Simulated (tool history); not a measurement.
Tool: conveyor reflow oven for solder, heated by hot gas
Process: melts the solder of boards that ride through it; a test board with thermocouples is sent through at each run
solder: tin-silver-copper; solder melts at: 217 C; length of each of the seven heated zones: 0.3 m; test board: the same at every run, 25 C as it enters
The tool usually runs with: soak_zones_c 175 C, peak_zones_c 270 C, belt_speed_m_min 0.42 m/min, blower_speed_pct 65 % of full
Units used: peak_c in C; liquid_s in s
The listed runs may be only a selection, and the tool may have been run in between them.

run,hour,soak_zones_c,peak_zones_c,belt_speed_m_min,blower_speed_pct,peak_c,liquid_s
1,0,175,270,0.42,65,256.8,67.5
2,8,175,270,0.42,65,255.6,67.6
3,16.4,175,268,0.42,65,253.7,66.5
# hour 22.7: flux residue cleaned out of gas plates and filters
4,26.9,175,268,0.42,65,254,66.8
5,34.5,175,268,0.42,65,254.1,66.4
6,40.7,175,268,0.42,89,258.8,71.4
7,45.5,187,270,0.42,65,258.1,74.1
8,54.3,187,270,0.42,65,257.6,74.3
9,62.3,187,270,0.498,65,252.8,58.3
10,67.8,189,270,0.444,61,255.5,69
11,75.1,180,281,0.444,61,263.3,69.7

Estimate the outcome of run 12 from the log above:
12,81.6,180,281,0.444,61,?,?

Run 12 came out at peak_c 262.8 C, liquid_s 69.8 s.
If the tool had no hidden condition, the same run with the same run-to-run variation would have returned peak_c 262.9 C, liquid_s 69.8 s.
